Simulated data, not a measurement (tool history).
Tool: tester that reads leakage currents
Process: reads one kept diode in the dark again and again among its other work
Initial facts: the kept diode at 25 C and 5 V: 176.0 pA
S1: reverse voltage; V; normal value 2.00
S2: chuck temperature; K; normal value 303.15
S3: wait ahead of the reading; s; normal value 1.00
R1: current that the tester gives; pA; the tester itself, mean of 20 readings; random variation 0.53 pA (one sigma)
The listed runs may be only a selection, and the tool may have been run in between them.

run,hour,S1,S2,S3,R1
1,0.0,2.00,303.15,1.00,167.63
2,235.0,2.00,303.15,1.00,168.53
# hour 329.2: chuck's temperature calibrated
# hour 345.8: probe card cleaned and baked
3,528.1,2.00,303.15,1.00,174.40
4,825.3,4.10,303.15,1.00,231.81
5,1024.5,4.35,303.15,1.00,236.69
6,1198.5,4.35,303.15,1.00,236.78
7,1380.6,2.00,303.15,1.00,172.83
8,1628.3,2.00,303.15,1.00,172.76
9,1806.5,2.00,303.15,1.00,172.03
10,1964.2,2.00,303.15,1.00,172.72
11,2204.3,14.96,303.15,1.00,387.21
12,2402.9,15.18,298.15,7.53,273.37
13,2596.2,16.61,315.15,1.44,902.14
14,2806.7,16.61,300.15,5.66,324.36
15,3099.4,2.00,296.15,0.36,104.49
16,3312.9,2.00,330.15,0.55,975.20
17,3447.4,2.00,330.15,0.55,978.36
# hour 3697.3: probe card cleaned and baked
18,3742.7,9.22,303.15,0.73,312.01
19,3903.7,9.22,303.15,0.73,310.68
20,4097.3,2.00,303.15,1.54,167.51
21,4273.0,2.00,332.15,1.00,1088.24
22,4407.4,9.01,332.15,0.49,1988.55

Subtracting, for every run, the result it would have given without the tool's unlogged condition from the measured result gives the following. The same run-to-run variation enters both numbers; the gauge's scatter may not:
Unlogged tool condition in this case: stray current of the dirty probe card, pA a volt; current scale over the true one, %; true chuck temperature over the reading, C; drift of the gauge itself on leakage_pa, %.
run,R1
1,-7.26
2,-7.58
3,-1.45
4,-2.32
5,-2.60
6,-2.82
7,-2.51
8,-2.85
9,-3.07
10,-3.29
11,-3.76
12,-0.85
13,-16.95
14,-1.55
15,-2.53
16,-30.23
17,-31.39
18,-12.76
19,-12.98
20,-7.40
21,-44.06
22,-82.04
